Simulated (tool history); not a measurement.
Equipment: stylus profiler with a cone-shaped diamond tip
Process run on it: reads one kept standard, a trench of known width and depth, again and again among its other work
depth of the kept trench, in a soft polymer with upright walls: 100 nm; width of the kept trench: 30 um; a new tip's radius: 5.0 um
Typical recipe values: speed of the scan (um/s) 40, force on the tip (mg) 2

| run | hour | speed of the scan (um/s) | force on the tip (mg) | depth of the trench (angstrom) | width of the trench's floor (nm) |
|---|---|---|---|---|---|
| 1 | 0 | 40 | 2 | 1008 | 26850 |
| 2 | 69.4 | 40 | 2 | 1008.5 | 26820 |
| 3 | 146.4 | 114 | 2 | 1008 | 26520 |
| 4 | 207.4 | 114 | 2 | 1007.8 | 26490 |
| 5 | 247.1 | 114 | 2 | 1008.2 | 26490 |
| 6 | 292.6 | 40 | 2 | 1008.4 | 26770 |
| 7 | 349.7 | 40 | 2 | 1007.5 | 26730 |
| 8 | 388.5 | 40 | 2 | 1007.4 | 26760 |
|  | 393.4 | height scale calibrated on a step standard |
| 9 | 431.3 | 112 | 3.83 | 1011 | 26620 |
| 10 | 499.4 | 112 | 3.83 | 1010.9 | 26540 |
| 11 | 581.5 | 10 | 0.95 | 1002.6 | 26770 |
|  | 611.1 | new tip fitted, height scale calibrated |
| 12 | 665.1 | 10 | 0.76 | 1003.6 | 27900 |
| 13 | 726.1 | 27 | 2.33 | 1009.3 | 27870 |
|  | 785.5 | height scale calibrated on a step standard, once more |
| 14 | 808.5 | 138 | 4.71 | 1014.3 | 27670 |
| 15 | 884.6 | 138 | 4.71 | 1014.8 | 27590 |
| 16 | 928.6 | 138 | 4.71 | 1014.1 | 27630 |

Consider 4 possible next runs. They are alternatives, not a sequence: every one starts from the tool as it was left by run 16. What does each give?
| A | 969.5 | 34 | 2.95 | ? | ? |
| B | 969.5 | 60 | 4.88 | ? | ? |
| C | 969.5 | 51 | 2 | ? | ? |
| D | 969.5 | 11 | 4.6 | ? | ? |

| run | depth of the trench (angstrom) | width of the trench's floor (nm) |
|---|---|---|
| A | 1010.5 | 27800 |
| B | 1014.2 | 27770 |
| C | 1007.3 | 27730 |
| D | 1013.7 | 27850 |
Without the tool's unlogged condition, the same runs would have read:
| run | depth of the trench (angstrom) | width of the trench's floor (nm) |
|---|---|---|
| A | 1011.9 | 27930 |
| B | 1015.6 | 27900 |
| C | 1008.7 | 27860 |
| D | 1015 | 27990 |

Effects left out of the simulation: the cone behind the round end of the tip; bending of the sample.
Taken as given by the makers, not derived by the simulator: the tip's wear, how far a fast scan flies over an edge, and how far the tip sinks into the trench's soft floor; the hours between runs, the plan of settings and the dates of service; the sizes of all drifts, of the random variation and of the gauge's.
